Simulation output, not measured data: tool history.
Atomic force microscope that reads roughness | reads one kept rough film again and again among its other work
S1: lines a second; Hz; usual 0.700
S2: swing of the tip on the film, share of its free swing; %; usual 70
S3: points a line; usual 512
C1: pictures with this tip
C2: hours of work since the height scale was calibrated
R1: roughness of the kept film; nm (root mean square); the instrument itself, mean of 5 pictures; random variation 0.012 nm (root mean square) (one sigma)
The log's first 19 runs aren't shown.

Run 20, hour 697.7: usual settings but S1 2.245 Hz; C1 94; C2 233. Result: R1 2.209 nm (root mean square).
Run 21, hour 734.3: usual settings but S1 2.245 Hz; C1 148; C2 259. Result: R1 1.952 nm (root mean square).
At hour 765.5: new tip fitted.
Run 22, hour 788.4: usual settings but S1 2.245 Hz; C1 34; C2 298. Result: R1 2.542 nm (root mean square).
Run 23, hour 819.8: usual settings but S1 3.921 Hz; C1 80; C2 321. Result: R1 2.201 nm (root mean square).
Run 24, hour 856.6: usual settings; C1 134; C2 348. Result: R1 2.106 nm (root mean square).
Run 25, hour 891.5: usual settings; C1 185; C2 373. Result: R1 1.920 nm (root mean square).
At hour 898.5: new tip fitted.
Run 26, hour 918.8: usual settings but S3 959; C1 30; C2 392. Result: R1 2.639 nm (root mean square).
Run 27, hour 963.5: usual settings but S3 959; C1 95; C2 424. Result: R1 2.298 nm (root mean square).
Run 28, hour 1007.2: usual settings but S1 0.646 Hz, S3 281; C1 159; C2 456. Result: R1 2.018 nm (root mean square).
At hour 1031.8: new tip fitted.
Run 29, hour 1050.0: usual settings but S1 1.051 Hz, S3 298; C1 26; C2 487. Result: R1 2.646 nm (root mean square).
Run 30, hour 1098.1: usual settings but S1 0.506 Hz; C1 97; C2 521. Result: R1 2.329 nm (root mean square).
Run 31, hour 1122.1: usual settings but S1 0.506 Hz; C1 132; C2 539. Result: R1 2.169 nm (root mean square).
Run 32, hour 1144.6: usual settings but S2 62 %; C1 165; C2 555. Result: R1 2.019 nm (root mean square).
At hour 1162.8: new tip fitted.
Run 33, hour 1169.3: usual settings but S1 0.526 Hz, S2 62 %, S3 259; C1 9; C2 573. Result: R1 2.776 nm (root mean square).
Run 34, hour 1202.7: usual settings but S1 0.526 Hz, S2 75 %, S3 282; C1 58; C2 597. Result: R1 2.476 nm (root mean square).
Run 35, hour 1233.9: usual settings but S1 0.526 Hz, S2 86 %, S3 493; C1 104; C2 619. Result: R1 2.231 nm (root mean square).
Run 36, hour 1286.4: usual settings but S1 0.526 Hz, S2 86 %, S3 493; C1 181; C2 657. Result: R1 1.960 nm (root mean square).
At hour 1297.3: new tip fitted.
Run 37, hour 1339.7: usual settings but S2 76 %; C1 62; C2 695. Result: R1 2.463 nm (root mean square).
Run 38, hour 1374.0: usual settings but S2 76 %; C1 113; C2 720. Result: R1 2.204 nm (root mean square).
Run 39, hour 1410.0: usual settings but S2 76 %; C1 165; C2 746. Result: R1 2.007 nm (root mean square).
At hour 1428.9: new tip fitted.
Run 40, hour 1463.3: usual settings but S2 76 %; C1 51; C2 785. Result: R1 2.493 nm (root mean square).
Run 41, hour 1503.1: usual settings but S1 3.739 Hz, S2 83 %; C1 109; C2 813. Result: R1 1.993 nm (root mean square).
Run 42, hour 1549.3: usual settings but S1 0.510 Hz, S3 320; C1 177; C2 847. Result: R1 1.957 nm (root mean square).
At hour 1560.7: new tip fitted.
Run 43, hour 1593.2: usual settings but S1 3.519 Hz, S3 693; C1 48; C2 878. Result: R1 2.443 nm (root mean square).

Forecast run 44:
Run 44, hour 1637.7: usual settings but S1 1.169 Hz, S2 86 %; C1 113; C2 910. Result: R1 ?.

{"run 44": {"R1": 2.116}}
Without the tool's hidden state the same run would have given R1 2.755 nm (root mean square).
